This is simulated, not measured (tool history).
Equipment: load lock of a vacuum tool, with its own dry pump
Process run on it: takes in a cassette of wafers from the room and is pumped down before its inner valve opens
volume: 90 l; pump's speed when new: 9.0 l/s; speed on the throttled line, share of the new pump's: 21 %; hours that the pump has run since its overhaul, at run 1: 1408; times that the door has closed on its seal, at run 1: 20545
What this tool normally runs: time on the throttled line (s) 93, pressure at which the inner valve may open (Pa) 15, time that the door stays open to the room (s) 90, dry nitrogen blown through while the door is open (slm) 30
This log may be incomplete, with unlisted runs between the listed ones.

run      day  time on the throttled line (s)  pressure at which the inner valve may open (Pa)  time that the door stays open to the room (s)  dry nitrogen blown through while the door is open (slm)  hours that the pump has run since its overhaul  times that the door has closed on its seal  incoming humidity of the room's air, %  time from the closed door until the inner valve may open (s)  rise of the pressure with all valves shut (Pa/min)
  1    0.000                              93                                               15                                             90                                                       30                                            1408                                       20545                                    47.1                                                         162.3                                               0.065
  2    4.529                              93                                               15                                             90                                                       30                                            1516                                       20767                                    40.6                                                         162.7                                               0.068
  3   11.675                              93                                               15                                             90                                                       30                                            1688                                       21116                                    40.2                                                         162.0                                               0.066
  4   20.329                              93                                               15                                             90                                                        5                                            1895                                       21539                                    47.0                                                         162.4                                               0.085
  5   29.025                              93                                               15                                             90                                                       30                                            2104                                       21964                                    40.4                                                         163.9                                               0.070
  6   34.921                              93                                               13                                             90                                                       30                                            2246                                       22252                                    44.2                                                         164.9                                               0.075
  7   40.188                              93                                               13                                             90                                                       30                                            2372                                       22510                                    44.2                                                         165.0                                               0.074
  8   46.350                              93                                               20                                             90                                                       30                                            2520                                       22811                                    43.4                                                         160.2                                               0.076
  9   55.267                              93                                               20                                             90                                                       30                                            2734                                       23247                                    46.9                                                         160.3                                               0.076
 10   64.688                              93                                               20                                             90                                                       30                                            2960                                       23707                                    45.7                                                         160.2                                               0.080
 11   70.017                              93                                               20                                             90                                                       30                                            3088                                       23968                                    42.3                                                         160.7                                               0.076
 12   75.650                             138                                               15                                             56                                                        6                                            3223                                       24243                                    44.4                                                         198.4                                               0.085
 13   85.229                              76                                               15                                            188                                                       12                                            3453                                       24711                                    46.0                                                         150.2                                               0.105
 14   95.408                              80                                               12                                            188                                                        7                                            3697                                       25209                                    44.7                                                         156.2                                               0.112
 15  103.762                              80                                               12                                            188                                                        7                                            3898                                       25618                                    46.4                                                         155.3                                               0.116
 16  112.162                              80                                               12                                            188                                                        4                                            4099                                       26028                                    45.1                                                         156.5                                               0.117
 17  118.171                              62                                               15                                             46                                                       30                                            4244                                       26322                                    45.7                                                         139.8                                               0.081
 18  125.821                              80                                               21                                            147                                                       25                                            4427                                       26696                                    42.0                                                         150.8                                               0.099
 19  134.712                              93                                               24                                            216                                                       30                                            4641                                       27131                                    45.5                                                         159.5                                               0.100
 20  139.638                              93                                               15                                             90                                                       27                                            4759                                       27371                                    47.1                                                         164.9                                               0.092
 21  146.062                              58                                               21                                             90                                                       27                                            4913                                       27686                                    41.3                                                         132.4                                               0.090
 22  151.196                              93                                               28                                            232                                                        6                                            5036                                       27936                                    42.7                                                         157.7                                               0.124

Below are 4 alternative next runs, each starting from the tool's condition after run 22. Predict each:
  A  156.508                              79                                               14                                            166                                                       30                                            5164                                       28196                                    47.1                                                             ?                                                   ?
  B  156.508                              93                                               15                                             53                                                       30                                            5164                                       28196                                    45.7                                                             ?                                                   ?
  C  156.508                              93                                               16                                            189                                                       30                                            5164                                       28196                                    43.7                                                             ?                                                   ?
  D  156.508                              73                                               28                                            232                                                        6                                            5164                                       28196                                    47.1                                                             ?                                                   ?

run  time from the closed door until the inner valve may open (s)  rise of the pressure with all valves shut (Pa/min)
  A                                                         155.6                                               0.102
  B                                                         164.3                                               0.086
  C                                                         164.5                                               0.112
  D                                                         142.5                                               0.134
The same runs, with their run-to-run variation unchanged, on a tool lacking any hidden condition would have given:
run  time from the closed door until the inner valve may open (s)  rise of the pressure with all valves shut (Pa/min)
  A                                                         152.5                                               0.032
  B                                                         161.4                                               0.016
  C                                                         161.6                                               0.040
  D                                                         139.6                                               0.063
